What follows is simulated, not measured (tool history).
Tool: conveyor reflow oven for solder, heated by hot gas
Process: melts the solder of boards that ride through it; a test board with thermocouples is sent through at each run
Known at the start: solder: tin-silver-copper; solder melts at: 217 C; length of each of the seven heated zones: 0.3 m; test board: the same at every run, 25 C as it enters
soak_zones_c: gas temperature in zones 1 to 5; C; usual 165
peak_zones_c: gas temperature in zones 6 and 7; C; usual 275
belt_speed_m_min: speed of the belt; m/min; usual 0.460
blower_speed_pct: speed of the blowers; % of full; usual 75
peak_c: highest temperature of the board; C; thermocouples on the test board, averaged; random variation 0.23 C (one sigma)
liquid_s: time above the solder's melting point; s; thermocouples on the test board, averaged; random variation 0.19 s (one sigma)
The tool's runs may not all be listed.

{"run": 1, "hour": 0.0, "soak_zones_c": 165, "peak_zones_c": 275, "belt_speed_m_min": 0.46, "blower_speed_pct": 75, "peak_c": 257.8, "liquid_s": 59.7}
{"hour": 20.9, "done": "flux residue cleaned out of gas plates and filters"}
{"run": 2, "hour": 23.3, "soak_zones_c": 165, "peak_zones_c": 275, "belt_speed_m_min": 0.46, "blower_speed_pct": 75, "peak_c": 256.8, "liquid_s": 59.3}
{"run": 3, "hour": 37.5, "soak_zones_c": 165, "peak_zones_c": 275, "belt_speed_m_min": 0.46, "blower_speed_pct": 75, "peak_c": 256.9, "liquid_s": 59.5}
{"run": 4, "hour": 55.0, "soak_zones_c": 165, "peak_zones_c": 275, "belt_speed_m_min": 0.46, "blower_speed_pct": 60, "peak_c": 252.3, "liquid_s": 55.0}
{"run": 5, "hour": 74.0, "soak_zones_c": 165, "peak_zones_c": 275, "belt_speed_m_min": 0.46, "blower_speed_pct": 60, "peak_c": 252.2, "liquid_s": 54.8}
{"run": 6, "hour": 93.7, "soak_zones_c": 165, "peak_zones_c": 278, "belt_speed_m_min": 0.46, "blower_speed_pct": 60, "peak_c": 254.4, "liquid_s": 56.7}
{"run": 7, "hour": 109.3, "soak_zones_c": 165, "peak_zones_c": 278, "belt_speed_m_min": 0.46, "blower_speed_pct": 60, "peak_c": 254.4, "liquid_s": 57.0}
{"run": 8, "hour": 128.3, "soak_zones_c": 165, "peak_zones_c": 275, "belt_speed_m_min": 0.46, "blower_speed_pct": 75, "peak_c": 257.2, "liquid_s": 59.5}
{"hour": 144.0, "done": "flux residue cleaned out of gas plates and filters, once more"}
{"run": 9, "hour": 145.1, "soak_zones_c": 165, "peak_zones_c": 275, "belt_speed_m_min": 0.46, "blower_speed_pct": 75, "peak_c": 259.0, "liquid_s": 61.2}
{"run": 10, "hour": 163.5, "soak_zones_c": 165, "peak_zones_c": 275, "belt_speed_m_min": 0.46, "blower_speed_pct": 75, "peak_c": 258.8, "liquid_s": 61.5}
{"run": 11, "hour": 181.4, "soak_zones_c": 165, "peak_zones_c": 275, "belt_speed_m_min": 0.46, "blower_speed_pct": 75, "peak_c": 259.2, "liquid_s": 61.2}
{"run": 12, "hour": 199.1, "soak_zones_c": 165, "peak_zones_c": 275, "belt_speed_m_min": 0.46, "blower_speed_pct": 75, "peak_c": 258.7, "liquid_s": 61.4}
{"run": 13, "hour": 211.9, "soak_zones_c": 165, "peak_zones_c": 275, "belt_speed_m_min": 0.46, "blower_speed_pct": 75, "peak_c": 258.4, "liquid_s": 61.3}
{"run": 14, "hour": 228.2, "soak_zones_c": 165, "peak_zones_c": 275, "belt_speed_m_min": 0.46, "blower_speed_pct": 69, "peak_c": 257.4, "liquid_s": 59.8}
{"run": 15, "hour": 240.9, "soak_zones_c": 152, "peak_zones_c": 264, "belt_speed_m_min": 0.455, "blower_speed_pct": 88, "peak_c": 250.7, "liquid_s": 53.7}
{"run": 16, "hour": 255.5, "soak_zones_c": 165, "peak_zones_c": 275, "belt_speed_m_min": 0.438, "blower_speed_pct": 64, "peak_c": 257.4, "liquid_s": 62.9}
{"run": 17, "hour": 269.3, "soak_zones_c": 165, "peak_zones_c": 275, "belt_speed_m_min": 0.438, "blower_speed_pct": 64, "peak_c": 257.5, "liquid_s": 63.3}
{"run": 18, "hour": 280.4, "soak_zones_c": 165, "peak_zones_c": 264, "belt_speed_m_min": 0.423, "blower_speed_pct": 77, "peak_c": 251.7, "liquid_s": 62.5}
{"run": 19, "hour": 294.5, "soak_zones_c": 165, "peak_zones_c": 264, "belt_speed_m_min": 0.507, "blower_speed_pct": 77, "peak_c": 246.6, "liquid_s": 46.3}
{"run": 20, "hour": 306.2, "soak_zones_c": 165, "peak_zones_c": 275, "belt_speed_m_min": 0.507, "blower_speed_pct": 77, "peak_c": 255.8, "liquid_s": 53.2}
{"run": 21, "hour": 319.9, "soak_zones_c": 165, "peak_zones_c": 275, "belt_speed_m_min": 0.5, "blower_speed_pct": 75, "peak_c": 255.4, "liquid_s": 54.2}
{"run": 22, "hour": 331.8, "soak_zones_c": 165, "peak_zones_c": 275, "belt_speed_m_min": 0.543, "blower_speed_pct": 75, "peak_c": 252.7, "liquid_s": 47.2}
{"run": 23, "hour": 345.3, "soak_zones_c": 167, "peak_zones_c": 275, "belt_speed_m_min": 0.542, "blower_speed_pct": 75, "peak_c": 253.2, "liquid_s": 48.2}

Forecast run 24:
{"run": 24, "hour": 354.5, "soak_zones_c": 167, "peak_zones_c": 275, "belt_speed_m_min": 0.542, "blower_speed_pct": 75, "peak_c": "?", "liquid_s": "?"}

{"run 24": {"peak_c": 253.4, "liquid_s": 48.1}}
Without the tool's hidden state the same run would have given peak_c 253.3 C, liquid_s 47.3 s.
